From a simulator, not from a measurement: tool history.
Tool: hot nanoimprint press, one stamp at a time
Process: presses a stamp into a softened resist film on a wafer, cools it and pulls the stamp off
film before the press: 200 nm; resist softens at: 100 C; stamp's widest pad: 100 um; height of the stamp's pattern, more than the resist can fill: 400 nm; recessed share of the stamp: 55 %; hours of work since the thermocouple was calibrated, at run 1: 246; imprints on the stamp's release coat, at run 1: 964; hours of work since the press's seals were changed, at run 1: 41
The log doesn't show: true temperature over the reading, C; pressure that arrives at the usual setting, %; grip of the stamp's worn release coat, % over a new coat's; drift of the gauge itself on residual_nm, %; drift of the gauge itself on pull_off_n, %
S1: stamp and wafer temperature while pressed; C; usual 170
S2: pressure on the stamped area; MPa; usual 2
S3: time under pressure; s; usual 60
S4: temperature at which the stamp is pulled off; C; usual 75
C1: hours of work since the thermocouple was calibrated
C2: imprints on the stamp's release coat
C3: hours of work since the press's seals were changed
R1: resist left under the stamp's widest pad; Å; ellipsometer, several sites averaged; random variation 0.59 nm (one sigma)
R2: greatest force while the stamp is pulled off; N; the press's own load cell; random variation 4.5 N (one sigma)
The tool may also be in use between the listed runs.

{"run": 1, "hour": 0.0, "S1": 170, "S2": 2, "S3": 60, "S4": 75, "C1": 246, "C2": 964, "C3": 41, "R1": 867, "R2": 218}
{"hour": 21.5, "done": "stamp cleaned and given a new release coat"}
{"run": 2, "hour": 25.9, "S1": 170, "S2": 2, "S3": 60, "S4": 75, "C1": 262, "C2": 26, "C3": 56, "R1": 857, "R2": 223}
{"run": 3, "hour": 42.0, "S1": 170, "S2": 2, "S3": 60, "S4": 75, "C1": 274, "C2": 123, "C3": 69, "R1": 867, "R2": 220}
{"run": 4, "hour": 59.6, "S1": 170, "S2": 2, "S3": 60, "S4": 75, "C1": 288, "C2": 230, "C3": 82, "R1": 866, "R2": 226}
{"run": 5, "hour": 97.1, "S1": 170, "S2": 2, "S3": 60, "S4": 75, "C1": 317, "C2": 458, "C3": 112, "R1": 865, "R2": 216}
{"run": 6, "hour": 132.4, "S1": 170, "S2": 2, "S3": 60, "S4": 75, "C1": 344, "C2": 672, "C3": 139, "R1": 863, "R2": 220}
{"run": 7, "hour": 153.7, "S1": 170, "S2": 2, "S3": 57, "S4": 75, "C1": 361, "C2": 802, "C3": 155, "R1": 880, "R2": 228}
{"run": 8, "hour": 171.2, "S1": 166, "S2": 1.6, "S3": 37, "S4": 74, "C1": 375, "C2": 907, "C3": 169, "R1": 1319, "R2": 226}
{"hour": 200.8, "done": "stamp cleaned and given a new release coat"}
{"run": 9, "hour": 202.9, "S1": 166, "S2": 1.27, "S3": 118, "S4": 74, "C1": 394, "C2": 12, "C3": 189, "R1": 1036, "R2": 219}
{"run": 10, "hour": 220.0, "S1": 166, "S2": 1.27, "S3": 118, "S4": 73, "C1": 408, "C2": 116, "C3": 202, "R1": 1037, "R2": 221}
{"run": 11, "hour": 245.9, "S1": 170, "S2": 2, "S3": 63, "S4": 73, "C1": 428, "C2": 273, "C3": 222, "R1": 840, "R2": 224}
{"run": 12, "hour": 273.3, "S1": 170, "S2": 2, "S3": 43, "S4": 68, "C1": 449, "C2": 439, "C3": 243, "R1": 973, "R2": 242}
{"hour": 309.4, "done": "plate thermocouple calibrated"}
{"run": 13, "hour": 311.9, "S1": 163, "S2": 2, "S3": 110, "S4": 82, "C1": 2, "C2": 656, "C3": 271, "R1": 984, "R2": 204}

Hidden state at the last listed run before each entry between runs and at the first one after, where it differs:
Between runs 1 and 2: stamp cleaned and given a new release coat (hour 21.5)
  grip of the stamp's worn release coat, % over a new coat's: 0.9 -> 0
Between runs 8 and 9: stamp cleaned and given a new release coat (hour 200.8)
  true temperature over the reading, C: -0.04 -> -0.05; pressure that arrives at the usual setting, %: 99.97 -> 99.96; grip of the stamp's worn release coat, % over a new coat's: 0.8 -> 0
Between runs 12 and 13: plate thermocouple calibrated (hour 309.4)
  true temperature over the reading, C: -0.05 -> 0; pressure that arrives at the usual setting, %: 99.96 -> 99.95; grip of the stamp's worn release coat, % over a new coat's: 0.4 -> 0.6
